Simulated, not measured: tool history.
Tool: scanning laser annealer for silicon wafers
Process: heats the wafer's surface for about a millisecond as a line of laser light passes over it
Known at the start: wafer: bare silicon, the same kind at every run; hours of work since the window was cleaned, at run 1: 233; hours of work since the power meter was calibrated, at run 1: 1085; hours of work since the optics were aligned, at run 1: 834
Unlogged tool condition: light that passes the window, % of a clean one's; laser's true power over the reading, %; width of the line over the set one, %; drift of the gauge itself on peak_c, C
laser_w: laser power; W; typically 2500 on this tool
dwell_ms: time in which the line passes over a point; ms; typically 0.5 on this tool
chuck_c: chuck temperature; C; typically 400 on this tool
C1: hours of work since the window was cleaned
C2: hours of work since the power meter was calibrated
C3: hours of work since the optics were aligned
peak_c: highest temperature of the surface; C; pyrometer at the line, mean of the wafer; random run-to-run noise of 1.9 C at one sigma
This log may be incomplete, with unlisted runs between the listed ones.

Run 1, hour 0: usual settings; C1 233; C2 1085; C3 834. Result: peak_c 1180 C.
Run 2, hour 30.1: usual settings; C1 255; C2 1108; C3 856. Result: peak_c 1174 C.
At hour 38: optics aligned, line set to its width.
Run 3, hour 60.1: usual settings; C1 273; C2 1126; C3 16. Result: peak_c 1176 C.
Run 4, hour 78.7: usual settings; C1 287; C2 1140; C3 30. Result: peak_c 1176 C.
Run 5, hour 104.7: usual settings but dwell_ms 0.38 ms; C1 306; C2 1159; C3 49. Result: peak_c 1063 C.
Run 6, hour 130.1: usual settings but dwell_ms 0.38 ms; C1 325; C2 1177; C3 68. Result: peak_c 1066 C.
Run 7, hour 149.3: usual settings but dwell_ms 0.38 ms; C1 339; C2 1191; C3 82. Result: peak_c 1063 C.
At hour 166.1: window over the wafer cleaned.
Run 8, hour 182.7: usual settings but dwell_ms 0.38 ms; C1 12; C2 1215; C3 105. Result: peak_c 1045 C.
Run 9, hour 209.6: usual settings but chuck_c 419 C; C1 32; C2 1234; C3 125. Result: peak_c 1166 C.
Run 10, hour 229.4: usual settings but chuck_c 419 C; C1 47; C2 1249; C3 139. Result: peak_c 1169 C.
Run 11, hour 266.2: usual settings but chuck_c 419 C; C1 74; C2 1276; C3 166. Result: peak_c 1161 C.
Run 12, hour 302.5: usual settings but chuck_c 419 C; C1 100; C2 1303; C3 193. Result: peak_c 1159 C.
Run 13, hour 319.2: usual settings; C1 113; C2 1315; C3 205. Result: peak_c 1135 C.
Run 14, hour 354.8: usual settings but dwell_ms 0.495 ms; C1 139; C2 1341; C3 231. Result: peak_c 1133 C.
Run 15, hour 385.5: usual settings; C1 161; C2 1363; C3 254. Result: peak_c 1131 C.
At hour 392.7: window over the wafer cleaned, once more.
Run 16, hour 418.5: usual settings but chuck_c 370 C; C1 19; C2 1386; C3 277. Result: peak_c 1175 C.
Run 17, hour 450.6: usual settings but chuck_c 370 C; C1 43; C2 1410; C3 300. Result: peak_c 1174 C.
Run 18, hour 488.3: usual settings but chuck_c 370 C; C1 70; C2 1438; C3 328. Result: peak_c 1167 C.
Run 19, hour 506.5: usual settings but chuck_c 370 C; C1 84; C2 1451; C3 341. Result: peak_c 1168 C.
Run 20, hour 532.3: usual settings; C1 103; C2 1470; C3 360. Result: peak_c 1195 C.
Run 21, hour 560.5: usual settings; C1 123; C2 1491; C3 381. Result: peak_c 1189 C.
Run 22, hour 594.2: usual settings but laser_w 2180 W, dwell_ms 0.357 ms, chuck_c 433 C; C1 148; C2 1515; C3 406. Result: peak_c 1005 C.
Run 23, hour 615.5: usual settings but laser_w 2180 W, dwell_ms 0.357 ms, chuck_c 433 C; C1 164; C2 1531; C3 421. Result: peak_c 1005 C.
Run 24, hour 652.1: usual settings but laser_w 2296 W, chuck_c 403 C; C1 191; C2 1558; C3 448. Result: peak_c 1125 C.
Run 25, hour 678.6: usual settings but laser_w 2434 W, dwell_ms 0.367 ms, chuck_c 432 C; C1 210; C2 1577; C3 468. Result: peak_c 1074 C.
Run 26, hour 715.4: usual settings but laser_w 2671 W, dwell_ms 0.488 ms, chuck_c 432 C; C1 237; C2 1604; C3 495. Result: peak_c 1249 C.
Run 27, hour 745: usual settings but dwell_ms 0.546 ms, chuck_c 360 C; C1 259; C2 1626; C3 516. Result: peak_c 1174 C.
Run 28, hour 767.9: usual settings but laser_w 2654 W, dwell_ms 0.397 ms, chuck_c 419 C; C1 276; C2 1643; C3 533. Result: peak_c 1140 C.
Run 29, hour 794.3: usual settings but laser_w 2654 W, dwell_ms 0.364 ms, chuck_c 383 C; C1 295; C2 1662; C3 553. Result: peak_c 1065 C.
Run 30, hour 832.2: usual settings but laser_w 2616 W, dwell_ms 0.508 ms, chuck_c 366 C; C1 323; C2 1690; C3 580. Result: peak_c 1175 C.
Run 31, hour 864.9: usual settings but laser_w 2407 W, dwell_ms 0.405 ms, chuck_c 366 C; C1 347; C2 1714; C3 604. Result: peak_c 1023 C.
At hour 872.1: window over the wafer cleaned.
Run 32, hour 897.5: usual settings but laser_w 2484 W, dwell_ms 0.356 ms, chuck_c 368 C; C1 19; C2 1737; C3 627. Result: peak_c 1029 C.
Run 33, hour 923.2: usual settings but laser_w 2484 W, dwell_ms 0.356 ms, chuck_c 368 C; C1 38; C2 1756; C3 646. Result: peak_c 1029 C.
Run 34, hour 942.6: usual settings but laser_w 2333 W, dwell_ms 0.356 ms, chuck_c 384 C; C1 52; C2 1770; C3 660. Result: peak_c 1003 C.
Run 35, hour 970.6: usual settings but laser_w 2333 W, dwell_ms 0.356 ms, chuck_c 384 C; C1 72; C2 1790; C3 681. Result: peak_c 1000 C.
Run 36, hour 1003.6: usual settings but laser_w 2333 W, dwell_ms 0.356 ms, chuck_c 384 C; C1 97; C2 1815; C3 705. Result: peak_c 1000 C.
Run 37, hour 1027.3: usual settings but laser_w 2405 W, dwell_ms 0.356 ms, chuck_c 403 C; C1 114; C2 1832; C3 722. Result: peak_c 1034 C.
Run 38, hour 1050.9: usual settings but laser_w 2162 W, chuck_c 376 C; C1 131; C2 1849; C3 740. Result: peak_c 1065 C.
Run 39, hour 1066.9: usual settings but laser_w 2323 W, dwell_ms 0.471 ms, chuck_c 429 C; C1 143; C2 1861; C3 751. Result: peak_c 1139 C.
Run 40, hour 1101.9: usual settings but laser_w 2323 W, dwell_ms 0.471 ms, chuck_c 429 C; C1 169; C2 1887; C3 777. Result: peak_c 1132 C.
Run 41, hour 1127.6: usual settings but laser_w 2323 W, dwell_ms 0.471 ms, chuck_c 429 C; C1 188; C2 1906; C3 796. Result: peak_c 1135 C.

Forecast each of these 4 alternatives for the next run:
Run A, hour 1152.7: usual settings but dwell_ms 0.583 ms; C1 206; C2 1924; C3 814. Result: peak_c ?.
Run B, hour 1152.7: usual settings but dwell_ms 0.549 ms, chuck_c 378 C; C1 206; C2 1924; C3 814. Result: peak_c ?.
Run C, hour 1152.7: usual settings but laser_w 2323 W, dwell_ms 0.471 ms, chuck_c 375 C; C1 206; C2 1924; C3 814. Result: peak_c ?.
Run D, hour 1152.7: usual settings but laser_w 2469 W, dwell_ms 0.471 ms, chuck_c 429 C; C1 206; C2 1924; C3 814. Result: peak_c ?.

run  peak_c
  A    1244
  B    1200
  C    1076
  D    1175
What these runs would have given with no unlogged condition in the tool:
run  peak_c
  A    1278
  B    1234
  C    1104
  D    1206
